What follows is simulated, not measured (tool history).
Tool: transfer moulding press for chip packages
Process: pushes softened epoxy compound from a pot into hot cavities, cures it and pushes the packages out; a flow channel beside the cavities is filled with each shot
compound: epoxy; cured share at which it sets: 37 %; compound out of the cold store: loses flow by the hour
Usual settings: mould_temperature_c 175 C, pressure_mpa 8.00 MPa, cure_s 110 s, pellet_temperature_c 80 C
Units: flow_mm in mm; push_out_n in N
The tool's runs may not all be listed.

run   hour  mould_temperature_c  pressure_mpa  cure_s  pellet_temperature_c  incoming compound's hours out of the cold store  flow_mm  push_out_n
  1    0.0                  175          8.00     110                    80                                             23.0      624         351
  2   17.6                  175          8.00     110                    80                                             13.8      651         363
      25.2  -- cavities cleaned with cleaning compound and waxed
  3   36.2                  175          8.00     110                    80                                             12.6      655         400
  4   52.1                  175          8.00     110                    80                                             37.6      579         389
  5   67.0                  175          8.00     110                    73                                             38.5      578         388
  6   93.6                  175          8.00     110                    73                                             14.0      652         411
  7  105.0                  172          8.00     110                    80                                             33.1      594         450
     117.2  -- cavities cleaned with cleaning compound and waxed, once more
  8  121.1                  175          8.00     110                    80                                              8.7      667         257
  9  147.5                  175          8.00     110                    88                                             19.4      631         310
 10  171.0                  175          8.00     110                    80                                             42.1      562         312
 11  194.5                  175          8.00     133                    80                                              8.8      663         284
 12  210.3                  175          8.00     114                    80                                             36.8      576         319
     226.9  -- cavities cleaned with cleaning compound and waxed
 13  236.0                  175          8.00     114                    80                                             33.7      589         246
 14  261.9                  175          8.00     114                    80                                             35.7      578         281
 15  282.6                  175          8.00     114                    80                                             29.4      595         320
 16  295.5                  175          8.00     114                    80                                             42.8      557         311
 17  319.0                  175          6.24     124                    80                                             17.4      558         307
     336.8  -- cavities cleaned with cleaning compound and waxed
 18  336.8                  175          6.24     124                    80                                             10.3      580         206
 19  353.8                  171          7.14     110                    80                                             26.6      577         351
 20  375.4                  171          7.14     110                    80                                              9.4      629         420
 21  400.7                  171          7.14     110                    80                                             20.4      594         444
 22  417.9                  171          7.14     110                    80                                             33.4      554         422
 23  429.3                  169          8.00     110                    80                                             41.5      570         483
     447.6  -- plunger's sealing rings changed
     449.1  -- cavities cleaned with cleaning compound and waxed
 24  450.0                  170          7.17     110                    81                                             18.3      630         336
 25  467.0                  172          8.00     131                    73                                             25.0      640         252
 26  492.7                  178          7.72     110                    80                                             13.4      653         283
 27  509.5                  170          8.00      94                    80                                             30.2      624         611
 28  530.6                  175          8.00      98                    86                                             47.4      563         403
     558.9  -- cavities cleaned with cleaning compound and waxed
 29  558.9                  170          7.82      92                    77                                             22.8      638         501
 30  581.1                  175          8.64     110                    74                                             12.4      698         294

3 ways to go on from here, each from the tool as it stands after run 30. What would each give?
  A  606.8                  175          9.59     124                    80                                             39.3        ?           ?
  B  606.8                  175          7.48     127                    86                                             41.1        ?           ?
  C  606.8                  172          8.85      91                    74                                             39.3        ?           ?

run  flow_mm  push_out_n
  A      642         285
  B      561         262
  C      623         547
Without the tool's hidden state the same runs would have given:
run  flow_mm  push_out_n
  A      648         214
  B      566         193
  C      629         417
